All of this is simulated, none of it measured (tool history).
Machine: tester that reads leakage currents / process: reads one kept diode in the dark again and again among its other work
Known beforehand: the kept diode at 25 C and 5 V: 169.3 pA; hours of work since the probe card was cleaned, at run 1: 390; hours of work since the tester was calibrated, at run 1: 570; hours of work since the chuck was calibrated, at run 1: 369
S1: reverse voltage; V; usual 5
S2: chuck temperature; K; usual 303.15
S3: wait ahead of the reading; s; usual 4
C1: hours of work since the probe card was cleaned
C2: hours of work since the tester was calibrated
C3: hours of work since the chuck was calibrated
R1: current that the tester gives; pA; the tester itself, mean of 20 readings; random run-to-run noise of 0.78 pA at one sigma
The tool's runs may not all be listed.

run	day	S1	S2	S3	C1	C2	C3	R1
1	0	5	303.15	4	390	570	369	260.08
2	1.392	5	303.15	4	408	589	387	260.08
3	2.129	5	303.15	4	418	598	397	259.36
4	2.742	5	303.15	4	426	606	405	259.29
5	3.775	5	303.15	4	439	620	418	260.56
6	4.829	5	303.15	2.59	453	633	432	258.92
7	5.604	5	329.15	4	463	644	442	1896.86
8	6.992	5	329.15	4	481	662	460	1901.83
9	7.962	5	329.15	4	494	674	473	1900.28
10	8.85	5	303.15	4	505	686	485	260.05
11	9.442	5	314.15	0.61	513	694	492	629.68
12	10.838	5	314.15	0.61	531	712	511	628.46
13	12.233	5	314.15	0.61	549	730	529	629.35
14	12.888	5	314.15	0.61	558	739	537	630.99
15	14.112	5	314.15	3.52	574	755	553	622.15
16	15.242	5	314.15	3.52	589	769	568	625.65
17	16.138	8.83	323.15	2.57	600	781	580	1508.64
18	17.383	8.83	305.15	4.74	617	797	596	372.78
19	18.421	8.83	305.15	4.74	630	811	610	371.52

Run 20 is up next; what results do you expect?
20	19.196	5	298.15	4.24	640	821	620	?

R1: 169.84 pA
If the tool had no hidden condition, the same run with the same run-to-run variation would have returned R1 169.77 pA.
